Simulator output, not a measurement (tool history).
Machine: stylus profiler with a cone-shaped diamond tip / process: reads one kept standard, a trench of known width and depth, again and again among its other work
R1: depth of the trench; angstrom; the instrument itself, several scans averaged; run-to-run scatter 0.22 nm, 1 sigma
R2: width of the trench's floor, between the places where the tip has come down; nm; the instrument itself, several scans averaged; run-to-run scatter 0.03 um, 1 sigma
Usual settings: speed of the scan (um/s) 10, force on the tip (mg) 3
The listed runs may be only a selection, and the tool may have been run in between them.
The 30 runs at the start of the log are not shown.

{"run": 31, "day": 22.871, "speed of the scan (um/s)": 3, "force on the tip (mg)": 2.32, "R1": 10038, "R2": 13680}
{"run": 32, "day": 23.567, "speed of the scan (um/s)": 4, "force on the tip (mg)": 2.32, "R1": 10041.5, "R2": 13640}
{"run": 33, "day": 24.538, "speed of the scan (um/s)": 4, "force on the tip (mg)": 4.75, "R1": 10067.7, "R2": 13660}
{"run": 34, "day": 25.488, "speed of the scan (um/s)": 5, "force on the tip (mg)": 6.69, "R1": 10094.9, "R2": 13680}
{"run": 35, "day": 26.117, "speed of the scan (um/s)": 12, "force on the tip (mg)": 2.12, "R1": 10035.3, "R2": 13610}
{"run": 36, "day": 27.175, "speed of the scan (um/s)": 12, "force on the tip (mg)": 2.12, "R1": 10034, "R2": 13580}
{"run": 37, "day": 28.229, "speed of the scan (um/s)": 8, "force on the tip (mg)": 2.89, "R1": 10049.7, "R2": 13620}
{"run": 38, "day": 29.017, "speed of the scan (um/s)": 4, "force on the tip (mg)": 7.9, "R1": 10107.8, "R2": 13580}
{"run": 39, "day": 29.679, "speed of the scan (um/s)": 4, "force on the tip (mg)": 2.01, "R1": 10030.2, "R2": 13550}
{"run": 40, "day": 30.475, "speed of the scan (um/s)": 4, "force on the tip (mg)": 2.01, "R1": 10031, "R2": 13580}
{"run": 41, "day": 31.121, "speed of the scan (um/s)": 4, "force on the tip (mg)": 2.01, "R1": 10031.7, "R2": 13500}
{"run": 42, "day": 31.925, "speed of the scan (um/s)": 5, "force on the tip (mg)": 2.09, "R1": 10029.6, "R2": 13460}
{"run": 43, "day": 32.883, "speed of the scan (um/s)": 5, "force on the tip (mg)": 2.09, "R1": 10032.9, "R2": 13520}
{"run": 44, "day": 33.496, "speed of the scan (um/s)": 5, "force on the tip (mg)": 2.09, "R1": 10029.5, "R2": 13530}
{"run": 45, "day": 34.046, "speed of the scan (um/s)": 4, "force on the tip (mg)": 1.62, "R1": 10024.4, "R2": 13530}
{"run": 46, "day": 34.692, "speed of the scan (um/s)": 29, "force on the tip (mg)": 3.7, "R1": 10052.3, "R2": 13400}
{"run": 47, "day": 35.575, "speed of the scan (um/s)": 30, "force on the tip (mg)": 8.27, "R1": 10106.7, "R2": 13430}

Below are 4 alternative next runs, each starting from the tool's condition after run 47. Predict each:
{"run": "A", "day": 36.496, "speed of the scan (um/s)": 10, "force on the tip (mg)": 1.73, "R1": "?", "R2": "?"}
{"run": "B", "day": 36.496, "speed of the scan (um/s)": 17, "force on the tip (mg)": 6.52, "R1": "?", "R2": "?"}
{"run": "C", "day": 36.496, "speed of the scan (um/s)": 10, "force on the tip (mg)": 5.17, "R1": "?", "R2": "?"}
{"run": "D", "day": 36.496, "speed of the scan (um/s)": 30, "force on the tip (mg)": 3.47, "R1": "?", "R2": "?"}

run=A R1=10022.4 R2=13430
run=B R1=10091.3 R2=13480
run=C R1=10070.7 R2=13530
run=D R1=10052.2 R2=13380
With the hidden condition removed and each run's random variation left untouched, the same runs would have given:
run=A R1=10045.1 R2=13940
run=B R1=10114.2 R2=13990
run=C R1=10093.6 R2=14040
run=D R1=10075 R2=13890
